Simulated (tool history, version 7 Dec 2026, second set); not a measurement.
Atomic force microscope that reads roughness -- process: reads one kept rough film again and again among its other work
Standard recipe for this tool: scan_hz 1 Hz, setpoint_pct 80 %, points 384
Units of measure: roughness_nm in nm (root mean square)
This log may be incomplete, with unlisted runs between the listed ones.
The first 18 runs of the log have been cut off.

run	hour	scan_hz	setpoint_pct	points	pictures with this tip	hours of work since the height scale was calibrated	roughness_nm
19	383.8	1.16	80	384	26	570	2.418
20	397.6	1.26	80	384	40	578	2.405
21	417.4	1.64	61	518	60	589	2.572
22	438.4	0.67	89	375	81	601	2.447
23	451.6	0.61	80	1017	94	608	2.561
24	475.7	0.61	80	1017	119	622	2.569
25	490.1	1	89	409	133	630	2.358
26	510.6	1	89	409	154	641	2.342
27	536.3	0.65	89	409	180	656	2.475
28	551.7	0.65	89	409	195	665	2.458
29	576.2	0.65	65	939	220	678	2.629
30	594.8	2.77	82	261	239	689	2.064
31	610	2.77	82	261	254	697	2.051
32	637.6	1	62	447	282	713	2.625
33	650.8	1.94	83	540	296	720	2.175
34	674.1	2.76	57	384	319	733	2.512
# hour 693.3: new tip fitted
35	700.6	2.76	57	384	8	748	2.54
36	714.5	2.76	57	384	22	756	2.519
37	727.2	2.76	57	384	34	763	2.537
38	752.3	0.61	77	990	60	777	2.612
39	778.8	0.61	63	990	87	792	2.654

4 ways to go on from here, each from the tool as it stands after run 39. What would each give?
A	794.7	0.61	65	481	103	801	?
B	794.7	1	80	336	103	801	?
C	794.7	1.32	56	754	103	801	?
D	794.7	0.61	63	839	103	801	?

run	roughness_nm
A	2.655
B	2.458
C	2.643
D	2.654
The same runs, with their run-to-run variation unchanged, on a tool lacking any hidden condition would have given:
run	roughness_nm
A	2.656
B	2.459
C	2.644
D	2.656

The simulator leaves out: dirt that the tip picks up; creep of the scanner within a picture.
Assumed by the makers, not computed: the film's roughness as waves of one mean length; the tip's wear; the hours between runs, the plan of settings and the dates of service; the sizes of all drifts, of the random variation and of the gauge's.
